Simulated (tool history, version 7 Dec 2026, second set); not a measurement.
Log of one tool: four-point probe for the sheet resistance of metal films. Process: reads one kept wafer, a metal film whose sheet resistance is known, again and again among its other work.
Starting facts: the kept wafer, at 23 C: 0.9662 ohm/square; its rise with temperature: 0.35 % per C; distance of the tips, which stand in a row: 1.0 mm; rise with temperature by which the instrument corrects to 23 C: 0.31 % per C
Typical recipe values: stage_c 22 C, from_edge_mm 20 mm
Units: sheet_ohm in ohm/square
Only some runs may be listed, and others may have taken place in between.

Run 1, hour 0.0: usual settings. Result: sheet_ohm 0.966961 ohm/square.
Run 2, hour 7.4: usual settings. Result: sheet_ohm 0.966946 ohm/square.
Run 3, hour 22.0: usual settings. Result: sheet_ohm 0.967145 ohm/square.
Run 4, hour 33.0: usual settings but stage_c 23 C. Result: sheet_ohm 0.967488 ohm/square.
Run 5, hour 41.0: usual settings but stage_c 23 C. Result: sheet_ohm 0.967503 ohm/square.
Run 6, hour 55.4: usual settings. Result: sheet_ohm 0.966819 ohm/square.
Run 7, hour 70.2: usual settings but from_edge_mm 4 mm. Result: sheet_ohm 0.997317 ohm/square.
Run 8, hour 81.2: usual settings but from_edge_mm 4 mm. Result: sheet_ohm 0.997229 ohm/square.
Run 9, hour 92.0: usual settings but from_edge_mm 4 mm. Result: sheet_ohm 0.996947 ohm/square.
Run 10, hour 102.9: usual settings. Result: sheet_ohm 0.966739 ohm/square.
Run 11, hour 109.3: usual settings. Result: sheet_ohm 0.967120 ohm/square.
Run 12, hour 122.5: usual settings but stage_c 26 C, from_edge_mm 5 mm. Result: sheet_ohm 0.988241 ohm/square.
Run 13, hour 130.7: usual settings but stage_c 29 C, from_edge_mm 6 mm. Result: sheet_ohm 0.983196 ohm/square.
Run 14, hour 146.6: usual settings but stage_c 29 C, from_edge_mm 6 mm. Result: sheet_ohm 0.983183 ohm/square.
Run 15, hour 159.5: usual settings but stage_c 25 C, from_edge_mm 33 mm. Result: sheet_ohm 0.967720 ohm/square.
Run 16, hour 170.8: usual settings but stage_c 20 C, from_edge_mm 5 mm. Result: sheet_ohm 0.985191 ohm/square.
Run 17, hour 179.1: usual settings but stage_c 32 C, from_edge_mm 41 mm. Result: sheet_ohm 0.970274 ohm/square.
Run 18, hour 192.8: usual settings but stage_c 32 C, from_edge_mm 41 mm. Result: sheet_ohm 0.970429 ohm/square.
Run 19, hour 206.4: usual settings but stage_c 32 C, from_edge_mm 41 mm. Result: sheet_ohm 0.970387 ohm/square.
Run 20, hour 216.5: usual settings but stage_c 34 C, from_edge_mm 41 mm. Result: sheet_ohm 0.971572 ohm/square.
Run 21, hour 226.1: usual settings but from_edge_mm 41 mm. Result: sheet_ohm 0.966094 ohm/square.

Alternative continuations, all from the tool just after run 21; predict every row:
Run A, hour 239.4: usual settings but from_edge_mm 66 mm. Result: sheet_ohm ?.
Run B, hour 239.4: usual settings but from_edge_mm 11 mm. Result: sheet_ohm ?.
Run C, hour 239.4: usual settings but from_edge_mm 5 mm. Result: sheet_ohm ?.

run  sheet_ohm
  A   0.965742
  B   0.970455
  C   0.986291
Without the tool's hidden state the same runs would have given:
run  sheet_ohm
  A   0.965731
  B   0.970444
  C   0.986280
